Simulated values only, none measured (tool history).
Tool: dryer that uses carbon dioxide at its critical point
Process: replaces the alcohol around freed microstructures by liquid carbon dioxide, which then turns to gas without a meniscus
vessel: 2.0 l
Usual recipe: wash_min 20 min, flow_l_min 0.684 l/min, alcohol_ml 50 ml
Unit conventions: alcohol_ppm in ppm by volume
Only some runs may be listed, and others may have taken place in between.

run 1 hour=0.0 | wash_min=20 flow_l_min=0.684 alcohol_ml=50 | alcohol_ppm=237
run 2 hour=36.9 | wash_min=20 flow_l_min=0.684 alcohol_ml=50 | alcohol_ppm=243
run 3 hour=65.6 | wash_min=20 flow_l_min=0.684 alcohol_ml=50 | alcohol_ppm=248
run 4 hour=101.3 | wash_min=20 flow_l_min=0.684 alcohol_ml=50 | alcohol_ppm=242
-- hour=109.6 inlet filter changed
run 5 hour=135.3 | wash_min=20 flow_l_min=0.684 alcohol_ml=50 | alcohol_ppm=176
run 6 hour=170.9 | wash_min=20 flow_l_min=0.684 alcohol_ml=50 | alcohol_ppm=199

Expected results for the next run?
run 7 hour=190.3 | wash_min=20 flow_l_min=0.684 alcohol_ml=50 | alcohol_ppm=?

{"run 7": {"alcohol_ppm": 199}}
Minus the tool's unlogged condition, the same run would have read alcohol_ppm 104 ppm by volume.
